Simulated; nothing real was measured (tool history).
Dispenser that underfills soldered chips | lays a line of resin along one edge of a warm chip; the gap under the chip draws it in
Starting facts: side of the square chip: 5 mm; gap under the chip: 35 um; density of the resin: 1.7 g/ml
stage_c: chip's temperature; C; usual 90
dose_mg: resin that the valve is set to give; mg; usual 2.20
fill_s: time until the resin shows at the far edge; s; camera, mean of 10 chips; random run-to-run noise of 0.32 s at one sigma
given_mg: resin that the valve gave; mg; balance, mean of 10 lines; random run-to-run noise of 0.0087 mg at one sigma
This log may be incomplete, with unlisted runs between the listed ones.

Run 1, hour 0.0: usual settings. Result: fill_s 16.0 s, given_mg 2.162 mg.
At hour 6.1: new syringe of resin.
Run 2, hour 8.2: usual settings. Result: fill_s 11.2 s, given_mg 2.154 mg.
Run 3, hour 15.9: usual settings. Result: fill_s 14.4 s, given_mg 2.161 mg.
At hour 26.5: dispensing valve cleaned and set on the balance.
At hour 27.6: new syringe of resin.
Run 4, hour 30.2: usual settings. Result: fill_s 11.3 s, given_mg 2.186 mg.
Run 5, hour 41.4: usual settings but stage_c 78 C. Result: fill_s 26.8 s, given_mg 2.178 mg.
At hour 47.6: new syringe of resin.
Run 6, hour 50.9: usual settings. Result: fill_s 11.9 s, given_mg 2.188 mg.
Run 7, hour 66.1: usual settings. Result: fill_s 18.9 s, given_mg 2.168 mg.
At hour 67.4: new syringe of resin.
Run 8, hour 73.3: usual settings. Result: fill_s 13.0 s, given_mg 2.159 mg.
Run 9, hour 83.7: usual settings. Result: fill_s 17.4 s, given_mg 2.156 mg.
At hour 87.4: new syringe of resin.
Run 10, hour 97.6: usual settings but stage_c 83 C, dose_mg 2.45 mg. Result: fill_s 19.2 s, given_mg 2.381 mg.
At hour 102.0: dispensing valve cleaned and set on the balance.
At hour 108.5: new syringe of resin.
Run 11, hour 112.3: usual settings but stage_c 79 C, dose_mg 2.45 mg. Result: fill_s 18.9 s, given_mg 2.445 mg.
At hour 128.5: new syringe of resin.
Run 12, hour 128.5: usual settings but stage_c 78 C, dose_mg 2.03 mg. Result: fill_s 18.7 s, given_mg 1.997 mg.

What does the tool deliver on the next run?
Run 13, hour 141.2: usual settings but stage_c 85 C, dose_mg 2.46 mg. Result: fill_s ?, given_mg ?.

Run 13 came out at fill_s 19.3 s, given_mg 2.438 mg.
Had the tool carried no hidden state, the very same run would have given fill_s 12.1 s, given_mg 2.470 mg.
